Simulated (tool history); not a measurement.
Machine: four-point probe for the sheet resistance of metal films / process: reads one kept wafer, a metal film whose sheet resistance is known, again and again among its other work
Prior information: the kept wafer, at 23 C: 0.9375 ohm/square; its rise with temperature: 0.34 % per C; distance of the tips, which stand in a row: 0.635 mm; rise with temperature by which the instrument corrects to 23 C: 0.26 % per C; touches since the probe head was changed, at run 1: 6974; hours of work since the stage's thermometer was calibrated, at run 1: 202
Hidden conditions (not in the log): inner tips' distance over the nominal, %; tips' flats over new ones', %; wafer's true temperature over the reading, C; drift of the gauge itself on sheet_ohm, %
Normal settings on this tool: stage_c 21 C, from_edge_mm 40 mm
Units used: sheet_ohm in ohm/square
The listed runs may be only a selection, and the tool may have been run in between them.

| run | hour | stage_c | from_edge_mm | touches since the probe head was changed | hours of work since the stage's thermometer was calibrated | sheet_ohm |
|---|---|---|---|---|---|---|
| 1 | 0.0 | 21 | 40 | 6974 | 202 | 0.934209 |
| 2 | 16.5 | 21 | 10 | 7519 | 210 | 0.936282 |
| 3 | 29.1 | 21 | 10 | 7935 | 217 | 0.935741 |
| 4 | 41.6 | 21 | 10 | 8348 | 223 | 0.935969 |
| 5 | 48.5 | 23 | 10 | 8573 | 227 | 0.937572 |
| 6 | 64.6 | 23 | 7 | 9105 | 236 | 0.939740 |
| 7 | 76.1 | 23 | 7 | 9486 | 242 | 0.939521 |
| 8 | 91.3 | 23 | 7 | 9986 | 250 | 0.939441 |
|  | 93.1 | stage's thermometer calibrated |
| 9 | 104.7 | 23 | 7 | 10410 | 6 | 0.939671 |
| 10 | 116.0 | 21 | 40 | 10783 | 12 | 0.933883 |
| 11 | 129.3 | 21 | 40 | 11223 | 19 | 0.934340 |
| 12 | 138.6 | 21 | 45 | 11529 | 24 | 0.934108 |
| 13 | 152.0 | 24 | 13 | 11970 | 31 | 0.937536 |
| 14 | 165.9 | 24 | 13 | 12430 | 38 | 0.937534 |
| 15 | 176.7 | 24 | 13 | 12786 | 44 | 0.937582 |
|  | 187.2 | stage's thermometer calibrated, once more |
| 16 | 192.2 | 22 | 40 | 13280 | 3 | 0.935018 |
| 17 | 205.3 | 21 | 6 | 13711 | 10 | 0.939560 |
| 18 | 215.7 | 24 | 21 | 14056 | 15 | 0.937238 |
| 19 | 231.9 | 24 | 21 | 14589 | 24 | 0.937314 |
| 20 | 245.4 | 31 | 56 | 15035 | 31 | 0.941873 |

Forecast each of these 5 alternatives for the next run:
| A | 261.8 | 19 | 40 | 15576 | 39 | ? |
| B | 261.8 | 23 | 40 | 15576 | 39 | ? |
| C | 261.8 | 21 | 5 | 15576 | 39 | ? |
| D | 261.8 | 21 | 68 | 15576 | 39 | ? |
| E | 261.8 | 30 | 54 | 15576 | 39 | ? |

| run | sheet_ohm |
|---|---|
| A | 0.932702 |
| B | 0.936341 |
| C | 0.942582 |
| D | 0.934782 |
| E | 0.941175 |
The same runs, with their run-to-run variation unchanged, on a tool lacking any hidden condition would have given:
| run | sheet_ohm |
|---|---|
| A | 0.934420 |
| B | 0.938063 |
| C | 0.944316 |
| D | 0.936502 |
| E | 0.942900 |

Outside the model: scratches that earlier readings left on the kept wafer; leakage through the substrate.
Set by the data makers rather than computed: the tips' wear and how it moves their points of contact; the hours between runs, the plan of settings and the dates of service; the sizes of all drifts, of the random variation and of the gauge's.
